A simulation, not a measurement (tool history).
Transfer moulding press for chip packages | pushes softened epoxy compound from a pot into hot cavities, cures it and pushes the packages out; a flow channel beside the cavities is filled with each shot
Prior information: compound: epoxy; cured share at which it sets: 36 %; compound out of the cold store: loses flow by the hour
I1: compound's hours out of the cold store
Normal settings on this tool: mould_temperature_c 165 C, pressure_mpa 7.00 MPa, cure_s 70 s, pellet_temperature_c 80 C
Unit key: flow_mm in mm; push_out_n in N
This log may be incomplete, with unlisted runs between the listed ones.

Run 1, hour 0.0: usual settings; I1 17.6. Result: flow_mm 728 mm, push_out_n 550 N.
Run 2, hour 8.3: usual settings; I1 11.2. Result: flow_mm 753 mm, push_out_n 618 N.
Run 3, hour 18.2: usual settings; I1 43.8. Result: flow_mm 637 mm, push_out_n 591 N.
Run 4, hour 23.6: usual settings but pellet_temperature_c 71 C; I1 45.9. Result: flow_mm 632 mm, push_out_n 619 N.
Run 5, hour 34.2: usual settings but pellet_temperature_c 71 C; I1 16.7. Result: flow_mm 731 mm, push_out_n 688 N.
Run 6, hour 44.4: usual settings; I1 44.2. Result: flow_mm 637 mm, push_out_n 643 N.
Run 7, hour 49.1: usual settings; I1 19.1. Result: flow_mm 718 mm, push_out_n 711 N.
Run 8, hour 55.6: usual settings but cure_s 60 s; I1 20.7. Result: flow_mm 715 mm, push_out_n 1069 N.
Run 9, hour 65.5: usual settings but cure_s 60 s; I1 41.4. Result: flow_mm 644 mm, push_out_n 975 N.
Run 10, hour 73.3: usual settings; I1 12.1. Result: flow_mm 745 mm, push_out_n 753 N.
At hour 78.8: plunger's sealing rings changed.
At hour 84.2: cavities cleaned with cleaning compound and waxed.
Run 11, hour 84.9: usual settings but pellet_temperature_c 74 C; I1 11.6. Result: flow_mm 780 mm, push_out_n 862 N.
Run 12, hour 92.5: usual settings but pellet_temperature_c 74 C; I1 15.4. Result: flow_mm 764 mm, push_out_n 808 N.
Run 13, hour 98.8: usual settings but pellet_temperature_c 74 C; I1 41.6. Result: flow_mm 671 mm, push_out_n 764 N.
Run 14, hour 109.6: usual settings; I1 46.8. Result: flow_mm 655 mm, push_out_n 729 N.
Run 15, hour 119.4: usual settings but mould_temperature_c 169 C; I1 19.3. Result: flow_mm 739 mm, push_out_n 627 N.
Run 16, hour 127.8: usual settings but mould_temperature_c 169 C, pellet_temperature_c 82 C; I1 25.0. Result: flow_mm 716 mm, push_out_n 608 N.
Run 17, hour 134.6: usual settings but mould_temperature_c 169 C, pressure_mpa 6.43 MPa, pellet_temperature_c 83 C; I1 46.4. Result: flow_mm 619 mm, push_out_n 617 N.
Run 18, hour 141.0: usual settings but mould_temperature_c 172 C, pressure_mpa 6.27 MPa, cure_s 97 s, pellet_temperature_c 77 C; I1 24.7. Result: flow_mm 670 mm, push_out_n 528 N.
At hour 148.4: cavities cleaned with cleaning compound and waxed, once more.
Run 19, hour 152.0: usual settings but mould_temperature_c 172 C, pressure_mpa 6.27 MPa, cure_s 58 s, pellet_temperature_c 83 C; I1 43.0. Result: flow_mm 615 mm, push_out_n 493 N.
Run 20, hour 162.6: usual settings but mould_temperature_c 163 C, pressure_mpa 5.52 MPa, cure_s 56 s; I1 34.8. Result: flow_mm 618 mm, push_out_n 1184 N.
Run 21, hour 172.7: usual settings but mould_temperature_c 163 C, pressure_mpa 5.53 MPa, cure_s 76 s; I1 21.5. Result: flow_mm 660 mm, push_out_n 621 N.
Run 22, hour 177.2: usual settings but mould_temperature_c 173 C, cure_s 97 s; I1 24.8. Result: flow_mm 704 mm, push_out_n 422 N.
Run 23, hour 182.1: usual settings but cure_s 97 s, pellet_temperature_c 75 C; I1 45.8. Result: flow_mm 654 mm, push_out_n 429 N.
Run 24, hour 192.9: usual settings but pressure_mpa 5.74 MPa, cure_s 99 s, pellet_temperature_c 86 C; I1 23.0. Result: flow_mm 662 mm, push_out_n 456 N.
Run 25, hour 201.2: usual settings but mould_temperature_c 161 C, pressure_mpa 7.76 MPa; I1 17.9. Result: flow_mm 803 mm, push_out_n 1000 N.
Run 26, hour 206.2: usual settings but mould_temperature_c 161 C, pressure_mpa 7.76 MPa; I1 42.6. Result: flow_mm 708 mm, push_out_n 906 N.
Run 27, hour 211.3: usual settings but mould_temperature_c 161 C, pressure_mpa 7.76 MPa; I1 38.4. Result: flow_mm 723 mm, push_out_n 943 N.
Run 28, hour 222.2: usual settings but mould_temperature_c 172 C, pressure_mpa 5.40 MPa; I1 17.1. Result: flow_mm 644 mm, push_out_n 506 N.
Run 29, hour 228.2: usual settings but mould_temperature_c 172 C, pressure_mpa 5.40 MPa; I1 15.7. Result: flow_mm 650 mm, push_out_n 521 N.

Same runs, no hidden state in the tool, same run-to-run variation:
The hidden state here: true mould temperature over the reading, C; pressure that reaches the compound, % of what is set; grip of the stained cavities, % over clean ones'; drift of the gauge itself on flow_mm, %; drift of the gauge itself on push_out_n, %.
run  flow_mm  push_out_n
  1      755         508
  2      781         538
  3      662         492
  4      657         501
  5      759         531
  6      663         483
  7      747         525
  8      744         770
  9      671         686
 10      777         522
 11      779         571
 12      763         529
 13      671         498
 14      654         473
 15      739         409
 16      717         396
 17      620         401
 18      672         351
 19      616         461
 20      620        1020
 21      662         509
 22      707         356
 23      657         351
 24      665         358
 25      807         725
 26      712         650
 27      728         667
 28      649         364
 29      655         369
